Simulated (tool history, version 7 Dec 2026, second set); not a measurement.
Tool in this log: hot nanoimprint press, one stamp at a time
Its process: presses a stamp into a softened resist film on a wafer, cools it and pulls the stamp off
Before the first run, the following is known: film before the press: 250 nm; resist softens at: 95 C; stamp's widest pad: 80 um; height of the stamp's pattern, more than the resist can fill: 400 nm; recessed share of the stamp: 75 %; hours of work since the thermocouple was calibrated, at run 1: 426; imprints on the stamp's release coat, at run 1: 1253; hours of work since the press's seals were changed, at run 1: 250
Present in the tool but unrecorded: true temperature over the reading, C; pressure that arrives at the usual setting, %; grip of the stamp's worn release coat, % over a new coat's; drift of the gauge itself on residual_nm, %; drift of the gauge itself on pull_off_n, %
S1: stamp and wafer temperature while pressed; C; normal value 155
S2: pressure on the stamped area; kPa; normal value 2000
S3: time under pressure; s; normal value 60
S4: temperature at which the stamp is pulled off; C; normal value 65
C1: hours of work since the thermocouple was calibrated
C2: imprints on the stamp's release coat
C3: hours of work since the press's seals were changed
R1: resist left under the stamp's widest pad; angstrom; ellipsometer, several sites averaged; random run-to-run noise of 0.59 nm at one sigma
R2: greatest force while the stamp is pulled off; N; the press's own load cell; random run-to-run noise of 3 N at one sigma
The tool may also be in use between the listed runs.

{"run": 1, "hour": 0.0, "S1": 155, "S2": 2000, "S3": 60, "S4": 65, "C1": 426, "C2": 1253, "C3": 250, "R1": 1482, "R2": 142}
{"run": 2, "hour": 14.2, "S1": 155, "S2": 2000, "S3": 60, "S4": 65, "C1": 434, "C2": 1306, "C3": 258, "R1": 1485, "R2": 141}
{"run": 3, "hour": 22.2, "S1": 155, "S2": 2000, "S3": 71, "S4": 65, "C1": 438, "C2": 1336, "C3": 263, "R1": 1390, "R2": 145}
{"run": 4, "hour": 33.0, "S1": 155, "S2": 2000, "S3": 60, "S4": 65, "C1": 445, "C2": 1376, "C3": 269, "R1": 1467, "R2": 139}
{"run": 5, "hour": 45.7, "S1": 155, "S2": 2000, "S3": 60, "S4": 65, "C1": 452, "C2": 1424, "C3": 276, "R1": 1476, "R2": 143}
{"run": 6, "hour": 55.4, "S1": 155, "S2": 2000, "S3": 60, "S4": 65, "C1": 457, "C2": 1460, "C3": 282, "R1": 1469, "R2": 147}
{"run": 7, "hour": 69.4, "S1": 155, "S2": 2000, "S3": 60, "S4": 65, "C1": 465, "C2": 1512, "C3": 290, "R1": 1461, "R2": 141}
{"run": 8, "hour": 77.5, "S1": 155, "S2": 2000, "S3": 60, "S4": 65, "C1": 470, "C2": 1542, "C3": 294, "R1": 1462, "R2": 139}
{"run": 9, "hour": 87.4, "S1": 155, "S2": 2000, "S3": 60, "S4": 65, "C1": 476, "C2": 1579, "C3": 300, "R1": 1467, "R2": 140}
{"run": 10, "hour": 95.3, "S1": 155, "S2": 2000, "S3": 60, "S4": 65, "C1": 480, "C2": 1609, "C3": 305, "R1": 1455, "R2": 146}
{"run": 11, "hour": 104.7, "S1": 155, "S2": 2000, "S3": 60, "S4": 65, "C1": 486, "C2": 1644, "C3": 310, "R1": 1448, "R2": 139}
{"hour": 114.9, "done": "stamp cleaned and given a new release coat"}
{"run": 12, "hour": 117.5, "S1": 159, "S2": 2000, "S3": 60, "S4": 65, "C1": 490, "C2": 9, "C3": 314, "R1": 1217, "R2": 136}
{"run": 13, "hour": 125.2, "S1": 166, "S2": 2000, "S3": 60, "S4": 65, "C1": 494, "C2": 38, "C3": 318, "R1": 860, "R2": 141}
{"run": 14, "hour": 132.0, "S1": 153, "S2": 3180, "S3": 105, "S4": 63, "C1": 498, "C2": 63, "C3": 322, "R1": 1102, "R2": 152}
{"run": 15, "hour": 142.0, "S1": 165, "S2": 1340, "S3": 48, "S4": 63, "C1": 504, "C2": 101, "C3": 328, "R1": 1181, "R2": 150}
{"run": 16, "hour": 151.0, "S1": 165, "S2": 1340, "S3": 48, "S4": 63, "C1": 509, "C2": 134, "C3": 333, "R1": 1167, "R2": 143}
{"run": 17, "hour": 160.5, "S1": 150, "S2": 1850, "S3": 33, "S4": 53, "C1": 514, "C2": 170, "C3": 339, "R1": 2007, "R2": 187}
{"run": 18, "hour": 174.3, "S1": 150, "S2": 1850, "S3": 33, "S4": 53, "C1": 522, "C2": 222, "C3": 346, "R1": 2009, "R2": 188}
{"hour": 175.5, "done": "gauge calibrated"}
{"run": 19, "hour": 184.1, "S1": 150, "S2": 1850, "S3": 33, "S4": 53, "C1": 528, "C2": 258, "C3": 352, "R1": 2060, "R2": 185}
{"run": 20, "hour": 200.2, "S1": 150, "S2": 1850, "S3": 33, "S4": 53, "C1": 537, "C2": 318, "C3": 361, "R1": 2052, "R2": 189}
{"hour": 215.8, "done": "plate thermocouple calibrated"}
{"run": 21, "hour": 215.8, "S1": 155, "S2": 1530, "S3": 60, "S4": 55, "C1": 0, "C2": 365, "C3": 368, "R1": 1612, "R2": 180}
{"run": 22, "hour": 228.1, "S1": 155, "S2": 2000, "S3": 60, "S4": 68, "C1": 7, "C2": 411, "C3": 376, "R1": 1476, "R2": 133}
{"run": 23, "hour": 236.5, "S1": 155, "S2": 2000, "S3": 70, "S4": 65, "C1": 12, "C2": 442, "C3": 380, "R1": 1392, "R2": 146}
{"run": 24, "hour": 245.4, "S1": 155, "S2": 2000, "S3": 70, "S4": 65, "C1": 17, "C2": 476, "C3": 385, "R1": 1390, "R2": 145}
{"run": 25, "hour": 253.5, "S1": 148, "S2": 2000, "S3": 84, "S4": 63, "C1": 22, "C2": 506, "C3": 390, "R1": 1756, "R2": 148}

5 ways to go on from here, each from the tool as it stands after run 25. What would each give?
{"run": "A", "hour": 263.8, "S1": 148, "S2": 2440, "S3": 104, "S4": 63, "C1": 28, "C2": 545, "C3": 396, "R1": "?", "R2": "?"}
{"run": "B", "hour": 263.8, "S1": 166, "S2": 1890, "S3": 60, "S4": 65, "C1": 28, "C2": 545, "C3": 396, "R1": "?", "R2": "?"}
{"run": "C", "hour": 263.8, "S1": 159, "S2": 2820, "S3": 84, "S4": 67, "C1": 28, "C2": 545, "C3": 396, "R1": "?", "R2": "?"}
{"run": "D", "hour": 263.8, "S1": 164, "S2": 2000, "S3": 84, "S4": 63, "C1": 28, "C2": 545, "C3": 396, "R1": "?", "R2": "?"}
{"run": "E", "hour": 263.8, "S1": 154, "S2": 2000, "S3": 84, "S4": 63, "C1": 28, "C2": 545, "C3": 396, "R1": "?", "R2": "?"}

run=A R1=1576 R2=142
run=B R1=901 R2=138
run=C R1=925 R2=126
run=D R1=829 R2=147
run=E R1=1361 R2=144
What these runs would have given with no unlogged condition in the tool:
run=A R1=1597 R2=142
run=B R1=913 R2=138
run=C R1=937 R2=126
run=D R1=840 R2=147
run=E R1=1379 R2=143

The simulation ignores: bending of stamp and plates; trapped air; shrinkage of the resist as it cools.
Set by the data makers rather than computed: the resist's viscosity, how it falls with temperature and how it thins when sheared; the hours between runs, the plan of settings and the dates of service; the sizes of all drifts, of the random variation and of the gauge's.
